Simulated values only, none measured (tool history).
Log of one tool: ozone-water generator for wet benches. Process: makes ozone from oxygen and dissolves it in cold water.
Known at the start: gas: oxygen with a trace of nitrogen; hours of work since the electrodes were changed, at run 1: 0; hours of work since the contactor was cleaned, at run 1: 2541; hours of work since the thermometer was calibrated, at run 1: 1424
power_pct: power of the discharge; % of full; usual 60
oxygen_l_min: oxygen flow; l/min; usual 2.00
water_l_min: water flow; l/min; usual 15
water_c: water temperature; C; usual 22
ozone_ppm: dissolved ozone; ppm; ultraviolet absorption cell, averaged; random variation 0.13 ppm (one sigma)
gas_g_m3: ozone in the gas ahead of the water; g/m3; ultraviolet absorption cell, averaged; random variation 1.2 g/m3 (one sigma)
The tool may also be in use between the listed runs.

run    hour  power_pct  oxygen_l_min  water_l_min  water_c  hours of work since the electrodes were changed  hours of work since the contactor was cleaned  hours of work since the thermometer was calibrated  ozone_ppm  gas_g_m3
  1     0.0         60          2.00           15       22                                                0                                           2541                                                1424       13.7     222.9
  2   141.9         60          2.00           15       22                                              140                                           2681                                                1564       13.5     222.1
  3   330.5         60          2.00           15       22                                              325                                           2867                                                1750       13.4     222.1
  4   427.8         60          2.00           15       22                                              421                                           2962                                                1845       13.6     220.7
      452.2  -- contactor cleaned
  5   527.5         60          2.00           15       22                                              516                                             74                                                1940       14.2     222.3
  6   719.4         60          2.00           15       19                                              704                                            263                                                2129       14.6     221.5
  7   902.6         60          2.00           15       19                                              885                                            444                                                2309       14.6     220.2
  8  1047.0         60          1.34           15       22                                             1027                                            586                                                2451       12.8     262.2
  9  1237.1         60          1.34           15       22                                             1214                                            773                                                2638       12.4     261.1
 10  1352.0         60          1.34           15       22                                             1327                                            886                                                2752       12.6     260.9
 11  1498.5         86          2.00           15       22                                             1472                                           1030                                                2896       17.3     271.8
 12  1662.8         86          1.86           15       22                                             1634                                           1192                                                3058       16.7     278.5
 13  1792.8         86          1.86           15       22                                             1762                                           1320                                                3186       16.7     277.8
 14  1988.0         86          1.86           15       22                                             1954                                           1512                                                3378       16.5     276.4
 15  2182.1         86          1.86           15       22                                             2145                                           1704                                                3569       16.4     277.3
 16  2360.3         86          1.86           15       22                                             2320                                           1879                                                3744       16.4     271.1
 17  2508.6         86          1.86           15       22                                             2466                                           2025                                                3891       16.2     272.1
 18  2693.6         60          3.18           18       22                                             2649                                           2207                                                4073       12.0     166.9
 19  2809.4         51          1.15           10       17                                             2763                                           2321                                                4187       15.5     243.8
 20  2992.8         51          1.15           10       17                                             2943                                           2502                                                4367       15.4     242.3
 21  3123.6         60          1.37           15       22                                             3072                                           2631                                                4496       11.7     245.1
 22  3301.1         47          1.37           17       22                                             3247                                           2806                                                4671        8.6     211.7
     3477.3  -- contactor cleaned
 23  3477.3         60          2.00           13       22                                             3416                                              0                                                4840       14.7     203.7
 24  3603.1         43          1.50            9       27                                             3540                                            124                                                4964       14.5     192.2
     3721.2  -- water thermometer calibrated
 25  3774.9         60          1.76           15       22                                             3709                                            293                                                  53       12.5     216.7
 26  3957.6         60          1.21           15       15                                             3889                                            473                                                 233       12.3     254.7
 27  4043.7         40          1.21           12       14                                             3974                                            557                                                 318       11.9     202.3
 28  4190.1         40          2.27           19       14                                             4118                                            701                                                 462        9.1     148.8
 29  4336.4         83          1.06           13       14                                             4262                                            846                                                 606       15.8     327.5
 30  4421.2         83          1.06           13       14                                             4345                                            929                                                 689       15.7     326.7
 31  4606.5         83          1.89           23       27                                             4528                                           1112                                                 872        9.8     245.4
 32  4691.7         83          1.89           23       27                                             4612                                           1195                                                 956        9.8     244.5
 33  4831.5         60          2.37           12       18                                             4750                                           1333                                                1093       16.0     182.4
 34  4964.0         60          1.81           12       18                                             4880                                           1464                                                1224       15.3     205.1

Forecast each of these 3 alternatives for the next run:
  A  5119.4         53          1.81           17       18                                             5033                                           1617                                                1377          ?         ?
  B  5119.4         50          1.89           12       18                                             5033                                           1617                                                1377          ?         ?
  C  5119.4         84          1.80           18       18                                             5033                                           1617                                                1377          ?         ?

run  ozone_ppm  gas_g_m3
  A       10.3     192.3
  B       13.7     179.9
  C       12.7     249.3
Without the tool's hidden state the same runs would have given:
run  ozone_ppm  gas_g_m3
  A       12.2     217.3
  B       16.1     202.3
  C       15.8     293.7
